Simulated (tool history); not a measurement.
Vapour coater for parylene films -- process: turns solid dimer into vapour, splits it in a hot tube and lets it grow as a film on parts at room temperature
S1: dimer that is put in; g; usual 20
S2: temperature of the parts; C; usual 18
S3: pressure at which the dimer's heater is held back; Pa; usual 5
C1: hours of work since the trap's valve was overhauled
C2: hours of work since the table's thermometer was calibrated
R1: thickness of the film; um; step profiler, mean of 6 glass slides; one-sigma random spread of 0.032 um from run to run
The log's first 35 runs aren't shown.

run   hour  S1  S2    S3   C1   C2    R1
 36  652.3  18  18  2.14  109  142   3.1
 37    669  13  14  2.11  118  151  2.65
 38  685.2  13  14  2.11  127  160   2.7
 39  710.9  11  11  2.11  142  174  2.62
 40  733.2  14  12  8.93  154  186  2.49
 41  744.4  14  12  8.93  160  193  2.48
 42  769.1  21  12  8.93  174  206  3.73
 43  782.7  21  12  8.93  181  214  3.68

5 options for the next run, each taken on its own from the tool as it stands now. Forecast them:
  A  796.8  20  18   2.56  189  222   ?
  B  796.8  20  18   8.39  189  222   ?
  C  796.8  15  11   2.16  189  222   ?
  D  796.8  12  18  10.96  189  222   ?
  E  796.8   9  28   4.07  189  222   ?

run    R1
  A  3.28
  B  2.67
  C  3.41
  D  1.51
  E  0.83
Take away the tool's hidden state, keep each run's random variation, and the runs would have read:
run    R1
  A   3.5
  B  2.85
  C  3.65
  D  1.62
  E  0.89
